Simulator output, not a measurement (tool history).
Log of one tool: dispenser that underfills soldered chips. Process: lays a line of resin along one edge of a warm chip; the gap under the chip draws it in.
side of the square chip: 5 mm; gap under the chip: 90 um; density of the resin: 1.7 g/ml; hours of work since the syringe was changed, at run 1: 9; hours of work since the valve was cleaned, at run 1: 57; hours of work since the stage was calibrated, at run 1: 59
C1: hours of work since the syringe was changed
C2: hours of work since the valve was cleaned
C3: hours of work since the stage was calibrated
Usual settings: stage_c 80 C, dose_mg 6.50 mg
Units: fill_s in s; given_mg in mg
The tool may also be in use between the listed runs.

run 1 hour=0.0 | stage_c=80 dose_mg=6.50 | C1=9 C2=57 C3=59 | fill_s=8.3 given_mg=6.19
-- hour=0.6 new syringe of resin
run 2 hour=3.9 | stage_c=80 dose_mg=6.50 | C1=2 C2=59 C3=61 | fill_s=5.1 given_mg=6.11
run 3 hour=6.9 | stage_c=80 dose_mg=5.84 | C1=4 C2=61 C3=63 | fill_s=5.9 given_mg=5.45
-- hour=8.7 dispensing valve cleaned and set on the balance
run 4 hour=12.6 | stage_c=80 dose_mg=6.50 | C1=7 C2=3 C3=66 | fill_s=7.2 given_mg=6.51
-- hour=16.0 new syringe of resin
run 5 hour=17.8 | stage_c=80 dose_mg=6.50 | C1=1 C2=6 C3=69 | fill_s=5.0 given_mg=6.43
run 6 hour=21.4 | stage_c=80 dose_mg=6.50 | C1=4 C2=8 C3=72 | fill_s=5.9 given_mg=6.43
run 7 hour=25.4 | stage_c=80 dose_mg=6.50 | C1=6 C2=11 C3=74 | fill_s=6.8 given_mg=6.45
run 8 hour=29.5 | stage_c=85 dose_mg=6.50 | C1=9 C2=13 C3=77 | fill_s=6.2 given_mg=6.41
-- hour=30.4 new syringe of resin
run 9 hour=34.7 | stage_c=91 dose_mg=6.50 | C1=3 C2=16 C3=80 | fill_s=3.7 given_mg=6.36
run 10 hour=37.3 | stage_c=91 dose_mg=6.50 | C1=5 C2=18 C3=82 | fill_s=3.8 given_mg=6.40
run 11 hour=41.3 | stage_c=80 dose_mg=6.50 | C1=7 C2=21 C3=84 | fill_s=7.9 given_mg=6.40
run 12 hour=44.1 | stage_c=80 dose_mg=6.50 | C1=9 C2=23 C3=86 | fill_s=7.9 given_mg=6.35
-- hour=44.7 new syringe of resin
run 13 hour=47.1 | stage_c=84 dose_mg=6.50 | C1=2 C2=24 C3=88 | fill_s=4.5 given_mg=6.42
run 14 hour=50.7 | stage_c=78 dose_mg=6.50 | C1=4 C2=27 C3=90 | fill_s=6.1 given_mg=6.39
run 15 hour=55.6 | stage_c=80 dose_mg=6.50 | C1=7 C2=30 C3=93 | fill_s=6.8 given_mg=6.35
-- hour=59.2 new syringe of resin
run 16 hour=60.4 | stage_c=90 dose_mg=6.50 | C1=1 C2=33 C3=96 | fill_s=3.0 given_mg=6.31
run 17 hour=63.3 | stage_c=90 dose_mg=6.50 | C1=3 C2=35 C3=98 | fill_s=3.8 given_mg=6.36
run 18 hour=67.2 | stage_c=90 dose_mg=6.50 | C1=5 C2=37 C3=101 | fill_s=3.8 given_mg=6.28
run 19 hour=71.0 | stage_c=90 dose_mg=6.50 | C1=8 C2=40 C3=103 | fill_s=5.3 given_mg=6.22
-- hour=73.9 new syringe of resin
run 20 hour=74.9 | stage_c=90 dose_mg=6.50 | C1=1 C2=42 C3=105 | fill_s=3.1 given_mg=6.33
run 21 hour=79.1 | stage_c=90 dose_mg=6.50 | C1=3 C2=45 C3=108 | fill_s=3.7 given_mg=6.21
run 22 hour=82.1 | stage_c=80 dose_mg=5.72 | C1=5 C2=47 C3=110 | fill_s=6.2 given_mg=5.46
run 23 hour=86.6 | stage_c=80 dose_mg=5.72 | C1=8 C2=49 C3=113 | fill_s=7.5 given_mg=5.45
-- hour=88.5 new syringe of resin
run 24 hour=89.5 | stage_c=85 dose_mg=6.34 | C1=1 C2=51 C3=115 | fill_s=3.6 given_mg=6.05
run 25 hour=93.5 | stage_c=85 dose_mg=6.34 | C1=3 C2=54 C3=117 | fill_s=4.5 given_mg=5.99
run 26 hour=95.8 | stage_c=94 dose_mg=6.60 | C1=5 C2=55 C3=119 | fill_s=3.5 given_mg=6.31
run 27 hour=100.5 | stage_c=71 dose_mg=5.89 | C1=8 C2=58 C3=122 | fill_s=10.9 given_mg=5.60
-- hour=103.2 new syringe of resin
run 28 hour=103.9 | stage_c=91 dose_mg=6.50 | C1=0 C2=60 C3=124 | fill_s=3.0 given_mg=6.12
-- hour=106.5 dispensing valve cleaned and set on the balance
run 29 hour=108.2 | stage_c=91 dose_mg=6.50 | C1=3 C2=1 C3=126 | fill_s=3.1 given_mg=6.45
run 30 hour=111.7 | stage_c=91 dose_mg=6.50 | C1=5 C2=3 C3=128 | fill_s=3.8 given_mg=6.52
run 31 hour=115.4 | stage_c=83 dose_mg=5.80 | C1=7 C2=6 C3=131 | fill_s=6.5 given_mg=5.75
-- hour=118.7 new syringe of resin
run 32 hour=118.8 | stage_c=83 dose_mg=5.80 | C1=0 C2=8 C3=133 | fill_s=3.5 given_mg=5.81
run 33 hour=123.5 | stage_c=78 dose_mg=5.59 | C1=3 C2=11 C3=136 | fill_s=5.6 given_mg=5.53
run 34 hour=126.2 | stage_c=80 dose_mg=8.03 | C1=5 C2=13 C3=137 | fill_s=5.3 given_mg=7.86
run 35 hour=129.5 | stage_c=74 dose_mg=7.58 | C1=7 C2=15 C3=140 | fill_s=8.5 given_mg=7.42
run 36 hour=132.2 | stage_c=85 dose_mg=7.51 | C1=9 C2=16 C3=141 | fill_s=6.2 given_mg=7.47
-- hour=133.2 new syringe of resin
run 37 hour=134.6 | stage_c=85 dose_mg=7.51 | C1=1 C2=18 C3=143 | fill_s=3.9 given_mg=7.38

4 ways to go on from here, each from the tool as it stands after run 37. What would each give?
run A hour=138.9 | stage_c=68 dose_mg=7.84 | C1=4 C2=21 C3=145 | fill_s=? given_mg=?
run B hour=138.9 | stage_c=80 dose_mg=6.56 | C1=4 C2=21 C3=145 | fill_s=? given_mg=?
run C hour=138.9 | stage_c=93 dose_mg=7.51 | C1=4 C2=21 C3=145 | fill_s=? given_mg=?
run D hour=138.9 | stage_c=94 dose_mg=6.50 | C1=4 C2=21 C3=145 | fill_s=? given_mg=?

run=A fill_s=9.4 given_mg=7.73
run=B fill_s=6.1 given_mg=6.42
run=C fill_s=3.1 given_mg=7.46
run=D fill_s=3.1 given_mg=6.36
Without the tool's hidden state the same runs would have given:
run=A fill_s=7.5 given_mg=7.88
run=B fill_s=5.0 given_mg=6.55
run=C fill_s=2.5 given_mg=7.61
run=D fill_s=2.4 given_mg=6.49

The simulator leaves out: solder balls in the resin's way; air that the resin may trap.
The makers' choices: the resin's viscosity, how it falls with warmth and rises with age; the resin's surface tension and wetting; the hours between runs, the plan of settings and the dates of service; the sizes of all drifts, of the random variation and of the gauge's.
